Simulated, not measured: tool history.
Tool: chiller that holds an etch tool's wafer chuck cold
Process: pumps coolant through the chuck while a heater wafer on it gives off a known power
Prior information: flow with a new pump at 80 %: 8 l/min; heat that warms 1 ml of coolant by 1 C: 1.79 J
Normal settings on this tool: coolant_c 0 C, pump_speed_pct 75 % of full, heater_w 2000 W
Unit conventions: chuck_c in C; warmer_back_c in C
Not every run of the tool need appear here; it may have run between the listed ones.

{"run": 1, "day": 0.0, "coolant_c": 0, "pump_speed_pct": 75, "heater_w": 2000, "chuck_c": 21.4, "warmer_back_c": 9.23}
{"run": 2, "day": 1.279, "coolant_c": 0, "pump_speed_pct": 75, "heater_w": 2000, "chuck_c": 21.4, "warmer_back_c": 9.23}
{"run": 3, "day": 2.942, "coolant_c": 0, "pump_speed_pct": 75, "heater_w": 2000, "chuck_c": 21.4, "warmer_back_c": 9.26}
{"run": 4, "day": 4.596, "coolant_c": 0, "pump_speed_pct": 75, "heater_w": 2000, "chuck_c": 21.6, "warmer_back_c": 9.25}
{"run": 5, "day": 5.892, "coolant_c": 0, "pump_speed_pct": 75, "heater_w": 2000, "chuck_c": 21.5, "warmer_back_c": 9.21}
{"run": 6, "day": 7.529, "coolant_c": 0, "pump_speed_pct": 75, "heater_w": 2000, "chuck_c": 21.6, "warmer_back_c": 9.19}
{"run": 7, "day": 8.271, "coolant_c": 0, "pump_speed_pct": 75, "heater_w": 2000, "chuck_c": 21.5, "warmer_back_c": 9.33}
{"run": 8, "day": 9.204, "coolant_c": 6, "pump_speed_pct": 75, "heater_w": 2000, "chuck_c": 27.6, "warmer_back_c": 9.31}
{"run": 9, "day": 10.592, "coolant_c": 6, "pump_speed_pct": 75, "heater_w": 1200, "chuck_c": 18.7, "warmer_back_c": 5.55}
{"run": 10, "day": 11.829, "coolant_c": 6, "pump_speed_pct": 75, "heater_w": 1200, "chuck_c": 18.7, "warmer_back_c": 5.57}
{"run": 11, "day": 12.875, "coolant_c": 6, "pump_speed_pct": 75, "heater_w": 1200, "chuck_c": 18.8, "warmer_back_c": 5.57}
{"run": 12, "day": 14.079, "coolant_c": 6, "pump_speed_pct": 75, "heater_w": 1200, "chuck_c": 18.8, "warmer_back_c": 5.54}
{"day": 14.983, "done": "coolant changed, channels flushed"}
{"run": 13, "day": 15.646, "coolant_c": 6, "pump_speed_pct": 75, "heater_w": 1200, "chuck_c": 16.7, "warmer_back_c": 5.56}
{"run": 14, "day": 16.667, "coolant_c": 6, "pump_speed_pct": 75, "heater_w": 1200, "chuck_c": 16.7, "warmer_back_c": 5.58}
{"day": 17.375, "done": "chiller's thermometer calibrated"}
{"run": 15, "day": 17.733, "coolant_c": 6, "pump_speed_pct": 75, "heater_w": 2049, "chuck_c": 24.6, "warmer_back_c": 9.59}
{"run": 16, "day": 18.521, "coolant_c": 6, "pump_speed_pct": 75, "heater_w": 2049, "chuck_c": 24.5, "warmer_back_c": 9.61}
{"run": 17, "day": 20.275, "coolant_c": -9, "pump_speed_pct": 83, "heater_w": 1775, "chuck_c": 5.6, "warmer_back_c": 7.33}
{"run": 18, "day": 21.325, "coolant_c": -8, "pump_speed_pct": 94, "heater_w": 1706, "chuck_c": 4.4, "warmer_back_c": 6.16}
{"run": 19, "day": 22.683, "coolant_c": 8, "pump_speed_pct": 94, "heater_w": 1005, "chuck_c": 15.0, "warmer_back_c": 3.61}
{"run": 20, "day": 23.958, "coolant_c": -6, "pump_speed_pct": 75, "heater_w": 2000, "chuck_c": 12.2, "warmer_back_c": 9.3}
{"run": 21, "day": 25.704, "coolant_c": 0, "pump_speed_pct": 66, "heater_w": 1932, "chuck_c": 19.8, "warmer_back_c": 10.4}
{"run": 22, "day": 26.688, "coolant_c": 5, "pump_speed_pct": 95, "heater_w": 1220, "chuck_c": 13.4, "warmer_back_c": 4.37}
{"day": 27.992, "done": "chiller's thermometer calibrated, once more"}
{"run": 23, "day": 28.108, "coolant_c": -1, "pump_speed_pct": 64, "heater_w": 1467, "chuck_c": 15.4, "warmer_back_c": 8.21}
{"run": 24, "day": 29.879, "coolant_c": 0, "pump_speed_pct": 89, "heater_w": 1320, "chuck_c": 11.2, "warmer_back_c": 5.09}
{"run": 25, "day": 31.275, "coolant_c": -7, "pump_speed_pct": 73, "heater_w": 1320, "chuck_c": 6.2, "warmer_back_c": 6.37}
{"run": 26, "day": 32.596, "coolant_c": -7, "pump_speed_pct": 73, "heater_w": 1320, "chuck_c": 6.4, "warmer_back_c": 6.34}
{"run": 27, "day": 33.496, "coolant_c": -3, "pump_speed_pct": 67, "heater_w": 1364, "chuck_c": 11.6, "warmer_back_c": 7.26}
{"run": 28, "day": 34.675, "coolant_c": 0, "pump_speed_pct": 64, "heater_w": 1790, "chuck_c": 20.0, "warmer_back_c": 10.14}
{"run": 29, "day": 35.596, "coolant_c": 0, "pump_speed_pct": 64, "heater_w": 1790, "chuck_c": 20.1, "warmer_back_c": 10.05}
{"run": 30, "day": 37.033, "coolant_c": 7, "pump_speed_pct": 67, "heater_w": 2738, "chuck_c": 36.7, "warmer_back_c": 14.62}
{"run": 31, "day": 38.642, "coolant_c": 7, "pump_speed_pct": 67, "heater_w": 2738, "chuck_c": 36.5, "warmer_back_c": 14.64}
{"run": 32, "day": 40.138, "coolant_c": 7, "pump_speed_pct": 67, "heater_w": 2738, "chuck_c": 36.6, "warmer_back_c": 14.74}

4 ways to go on from here, each from the tool as it stands after run 32. What would each give?
{"run": "A", "day": 40.942, "coolant_c": 1, "pump_speed_pct": 92, "heater_w": 1693, "chuck_c": "?", "warmer_back_c": "?"}
{"run": "B", "day": 40.942, "coolant_c": 0, "pump_speed_pct": 98, "heater_w": 2000, "chuck_c": "?", "warmer_back_c": "?"}
{"run": "C", "day": 40.942, "coolant_c": 7, "pump_speed_pct": 67, "heater_w": 2738, "chuck_c": "?", "warmer_back_c": "?"}
{"run": "D", "day": 40.942, "coolant_c": 7, "pump_speed_pct": 86, "heater_w": 2629, "chuck_c": "?", "warmer_back_c": "?"}

run=A chuck_c=14.7 warmer_back_c=6.27
run=B chuck_c=15.7 warmer_back_c=6.97
run=C chuck_c=36.8 warmer_back_c=14.57
run=D chuck_c=30.1 warmer_back_c=10.58
Had the tool no hidden state, the same runs would have come out as:
run=A chuck_c=14.1 warmer_back_c=6.02
run=B chuck_c=15.0 warmer_back_c=6.69
run=C chuck_c=35.4 warmer_back_c=13.97
run=D chuck_c=29.0 warmer_back_c=10.15
